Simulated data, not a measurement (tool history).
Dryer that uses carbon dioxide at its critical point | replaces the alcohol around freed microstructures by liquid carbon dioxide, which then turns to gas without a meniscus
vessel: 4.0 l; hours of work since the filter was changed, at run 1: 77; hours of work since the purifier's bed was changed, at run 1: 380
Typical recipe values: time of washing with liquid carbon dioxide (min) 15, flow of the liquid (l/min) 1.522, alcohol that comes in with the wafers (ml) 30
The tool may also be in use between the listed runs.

run,day,time of washing with liquid carbon dioxide (min),flow of the liquid (l/min),alcohol that comes in with the wafers (ml),hours of work since the filter was changed,hours of work since the purifier's bed was changed,alcohol left in the vessel before it's heated (ppm by volume)
1,0.000,15,1.522,30,77,380,107
2,0.454,15,1.522,73,81,385,221
3,0.900,15,1.522,73,86,390,229
4,1.529,10,1.522,30,92,396,416
5,2.188,18,1.522,30,99,403,72
6,3.042,18,1.522,30,108,411,74
7,3.908,13,1.522,30,116,420,186
8,4.542,15,1.522,30,123,426,111
9,5.446,15,1.650,30,132,435,87
10,6.312,15,1.060,30,141,444,362
11,7.138,16,1.522,30,149,452,104
12,7.767,16,1.522,30,155,459,103
# day 7.983: inlet filter changed
13,8.650,16,1.522,30,7,467,85
14,9.242,16,1.200,30,13,473,187
15,9.900,16,1.200,30,19,480,186
16,10.571,16,1.200,30,26,487,185
17,11.358,11,1.522,30,34,495,299
18,11.817,11,1.522,30,39,499,302
19,12.662,11,1.522,30,47,508,300
20,13.442,21,1.100,75,55,516,210
21,14.183,18,1.280,54,63,523,183
22,14.967,18,1.280,54,71,531,178
23,15.650,20,2.110,64,77,538,45
24,16.292,16,1.522,53,84,544,143
25,16.754,15,1.930,30,89,549,67
26,17.688,22,1.650,111,98,559,71
27,18.262,22,1.650,111,104,564,64
28,18.862,12,1.040,50,110,570,1089
29,19.754,9,1.522,102,119,579,1839
30,20.667,9,1.522,102,128,589,1855
31,21.079,17,1.620,102,132,593,173
32,21.600,18,2.030,44,137,598,60
33,22.017,18,2.030,44,142,602,56
34,22.900,21,1.610,120,151,611,95
# day 23.575: inlet filter changed
35,23.658,10,2.350,39,1,618,141
36,24.346,10,2.350,39,8,625,133
37,24.771,10,2.350,39,12,630,136

For each entry between runs, how does the tool's hidden state at the last listed run before it compare with that at the first listed run after it?
Runs 12 to 13: inlet filter changed (day 7.983)
  flow that reaches the vessel past the clogged filter, %: 94.2 -> 99.1; alcohol in the recycled carbon dioxide, ppm: 35.9 -> 36.5
  measured less the result without the state, alcohol left in the vessel before it's heated (ppm by volume): +48 -> +34
Runs 34 to 35: inlet filter changed (day 23.575)
  flow that reaches the vessel past the clogged filter, %: 94 -> 99.8; alcohol in the recycled carbon dioxide, ppm: 45.9 -> 46.4
  measured less the result without the state, alcohol left in the vessel before it's heated (ppm by volume): +56 -> +42
